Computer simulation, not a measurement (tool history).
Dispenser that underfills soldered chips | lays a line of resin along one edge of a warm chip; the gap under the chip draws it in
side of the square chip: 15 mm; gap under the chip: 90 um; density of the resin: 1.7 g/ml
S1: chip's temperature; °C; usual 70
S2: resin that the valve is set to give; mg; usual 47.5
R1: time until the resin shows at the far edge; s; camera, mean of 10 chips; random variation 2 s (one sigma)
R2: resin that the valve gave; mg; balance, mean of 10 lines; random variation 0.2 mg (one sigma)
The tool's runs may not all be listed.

Run 1, hour 0: usual settings. Result: R1 288.8 s, R2 46.52 mg.
At hour 2.9: new syringe of resin.
Run 2, hour 3.4: usual settings. Result: R1 201.1 s, R2 46.43 mg.
Run 3, hour 6.3: usual settings. Result: R1 230.4 s, R2 46.03 mg.
Run 4, hour 9.6: usual settings. Result: R1 260 s, R2 46.13 mg.
Run 5, hour 13.4: usual settings but S2 42.2 mg. Result: R1 313 s, R2 40.85 mg.
At hour 15.2: new syringe of resin.
Run 6, hour 17.9: usual settings but S2 42.2 mg. Result: R1 234.5 s, R2 40.59 mg.
Run 7, hour 22.1: usual settings but S1 58 °C, S2 41 mg. Result: R1 505.8 s, R2 39.55 mg.
Run 8, hour 25.2: usual settings but S1 81 °C, S2 55.4 mg. Result: R1 175.1 s, R2 52.93 mg.
At hour 27.6: new syringe of resin.
Run 9, hour 29.2: usual settings but S1 66 °C, S2 46.6 mg. Result: R1 266.2 s, R2 44.39 mg.

Run 10 comes next. What will it give?
Run 10, hour 32.9: usual settings but S1 74 °C, S2 46.6 mg. Result: R1 ?, R2 ?.

Run 10 gave R1 208.8 s, R2 44.39 mg.
Without the tool's hidden state the same run would have given R1 161.7 s, R2 46.51 mg.
